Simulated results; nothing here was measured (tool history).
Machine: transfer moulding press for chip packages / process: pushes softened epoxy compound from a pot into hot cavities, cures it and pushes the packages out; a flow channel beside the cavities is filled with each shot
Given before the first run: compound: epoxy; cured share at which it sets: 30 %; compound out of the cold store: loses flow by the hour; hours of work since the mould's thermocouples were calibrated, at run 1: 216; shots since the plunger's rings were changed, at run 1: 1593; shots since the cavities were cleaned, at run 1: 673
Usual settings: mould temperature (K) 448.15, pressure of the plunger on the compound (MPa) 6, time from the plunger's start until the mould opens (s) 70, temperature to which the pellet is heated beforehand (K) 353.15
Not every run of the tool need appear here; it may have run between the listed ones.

| run | hour | mould temperature (K) | pressure of the plunger on the compound (MPa) | time from the plunger's start until the mould opens (s) | temperature to which the pellet is heated beforehand (K) | hours of work since the mould's thermocouples were calibrated | shots since the plunger's rings were changed | shots since the cavities were cleaned | incoming compound's hours out of the cold store | length that the compound runs in the flow channel (mm) | greatest force on the pins that push the packages out (N) |
|---|---|---|---|---|---|---|---|---|---|---|---|
| 1 | 0 | 448.15 | 6 | 70 | 353.15 | 216 | 1593 | 673 | 28.2 | 616 | 740 |
|  | 30.3 | cavities cleaned with cleaning compound and waxed |
| 2 | 41.2 | 448.15 | 6 | 70 | 353.15 | 233 | 1969 | 103 | 44.9 | 568 | 918 |
| 3 | 95.8 | 448.15 | 6 | 70 | 353.15 | 256 | 2487 | 621 | 31.9 | 602 | 909 |
|  | 134.4 | cavities cleaned with cleaning compound and waxed |
| 4 | 154.6 | 448.15 | 6 | 70 | 353.15 | 281 | 3029 | 191 | 20.2 | 624 | 585 |
| 5 | 192.4 | 448.15 | 6 | 70 | 353.15 | 297 | 3387 | 549 | 46.6 | 556 | 735 |
|  | 235.6 | cavities cleaned with cleaning compound and waxed |
| 6 | 235.6 | 448.15 | 6 | 70 | 353.15 | 314 | 3781 | 0 | 41.2 | 575 | 433 |
| 7 | 309.5 | 448.15 | 6 | 70 | 353.15 | 346 | 4482 | 701 | 47.6 | 543 | 717 |
|  | 334.6 | cavities cleaned with cleaning compound and waxed |
| 8 | 401.6 | 448.15 | 6 | 70 | 353.15 | 384 | 5339 | 634 | 14.7 | 615 | 775 |
|  | 409.6 | plunger's sealing rings changed |
|  | 438.8 | cavities cleaned with cleaning compound and waxed |
|  | 459.8 | cavities cleaned with cleaning compound and waxed, once more |
| 9 | 495.8 | 448.15 | 6 | 70 | 353.15 | 422 | 787 | 341 | 18.3 | 641 | 667 |
|  | 562.6 | cavities cleaned with cleaning compound and waxed |
| 10 | 583 | 448.15 | 6 | 70 | 353.15 | 458 | 1599 | 193 | 36.2 | 591 | 569 |
| 11 | 652.7 | 448.15 | 6 | 70 | 353.15 | 488 | 2259 | 853 | 20.5 | 626 | 787 |
|  | 662.5 | cavities cleaned with cleaning compound and waxed |
| 12 | 703.8 | 448.15 | 6 | 70 | 353.15 | 509 | 2728 | 390 | 25.3 | 608 | 675 |
|  | 765.3 | cavities cleaned with cleaning compound and waxed |
| 13 | 771.6 | 448.15 | 6 | 70 | 353.15 | 537 | 3356 | 60 | 32.6 | 593 | 469 |
| 14 | 853.9 | 448.15 | 6 | 70 | 353.15 | 572 | 4136 | 840 | 8.6 | 643 | 781 |
|  | 868 | cavities cleaned with cleaning compound and waxed |
| 15 | 920.5 | 448.15 | 6.05 | 70 | 353.15 | 600 | 4752 | 497 | 15 | 619 | 737 |
|  | 971.8 | cavities cleaned with cleaning compound and waxed |
| 16 | 971.8 | 448.15 | 6.05 | 70 | 353.15 | 621 | 5224 | 0 | 18.8 | 615 | 427 |
|  | 991 | plunger's sealing rings changed |
| 17 | 1052.4 | 449.15 | 5.51 | 70 | 362.15 | 654 | 582 | 739 | 34.5 | 574 | 698 |
|  | 1078.5 | cavities cleaned with cleaning compound and waxed |
| 18 | 1091.3 | 449.15 | 5.52 | 74 | 352.15 | 670 | 936 | 121 | 40.5 | 561 | 470 |
| 19 | 1155.1 | 448.15 | 6 | 78 | 353.15 | 697 | 1541 | 726 | 31.1 | 608 | 665 |
|  | 1185 | cavities cleaned with cleaning compound and waxed |
| 20 | 1235.5 | 442.15 | 7.31 | 92 | 353.15 | 731 | 2288 | 479 | 30.3 | 677 | 657 |
| 21 | 1281.6 | 453.15 | 4.79 | 99 | 353.15 | 750 | 2724 | 915 | 23.1 | 540 | 648 |
|  | 1290.9 | cavities cleaned with cleaning compound and waxed |
| 22 | 1358.4 | 449.15 | 6.93 | 70 | 353.15 | 782 | 3437 | 639 | 22.3 | 658 | 688 |
|  | 1393.9 | cavities cleaned with cleaning compound and waxed |
| 23 | 1401.7 | 446.15 | 6.24 | 70 | 353.15 | 800 | 3833 | 74 | 16.1 | 638 | 523 |
|  | 1451.9 | mould's thermocouples calibrated |
| 24 | 1473.1 | 455.15 | 4.6 | 90 | 354.15 | 9 | 4490 | 731 | 27.3 | 509 | 673 |
|  | 1494.9 | cavities cleaned with cleaning compound and waxed |
| 25 | 1531.2 | 455.15 | 4.6 | 70 | 358.15 | 33 | 5026 | 344 | 17.3 | 532 | 541 |
|  | 1573.2 | plunger's sealing rings changed |
|  | 1597.4 | cavities cleaned with cleaning compound and waxed |
| 26 | 1607.6 | 441.15 | 4.7 | 72 | 347.15 | 64 | 312 | 97 | 24.9 | 576 | 804 |
| 27 | 1657 | 453.15 | 4.94 | 61 | 343.15 | 85 | 779 | 564 | 17.1 | 580 | 746 |
|  | 1699.8 | cavities cleaned with cleaning compound and waxed |
| 28 | 1699.8 | 453.15 | 4.94 | 61 | 343.15 | 102 | 1170 | 0 | 25.1 | 556 | 432 |

Predict each of these 3 candidate next runs independently; none follows another, all start after run 28:
| A | 1771 | 452.15 | 4.94 | 94 | 356.15 | 133 | 1845 | 675 | 26.6 | ? | ? |
| B | 1771 | 456.15 | 6 | 98 | 360.15 | 133 | 1845 | 675 | 40.7 | ? | ? |
| C | 1771 | 453.15 | 5.65 | 61 | 359.15 | 133 | 1845 | 675 | 27.7 | ? | ? |

| run | length that the compound runs in the flow channel (mm) | greatest force on the pins that push the packages out (N) |
|---|---|---|
| A | 552 | 615 |
| B | 571 | 634 |
| C | 584 | 738 |
With the hidden condition removed and each run's random variation left untouched, the same runs would have given:
| run | length that the compound runs in the flow channel (mm) | greatest force on the pins that push the packages out (N) |
|---|---|---|
| A | 565 | 349 |
| B | 584 | 358 |
| C | 598 | 423 |

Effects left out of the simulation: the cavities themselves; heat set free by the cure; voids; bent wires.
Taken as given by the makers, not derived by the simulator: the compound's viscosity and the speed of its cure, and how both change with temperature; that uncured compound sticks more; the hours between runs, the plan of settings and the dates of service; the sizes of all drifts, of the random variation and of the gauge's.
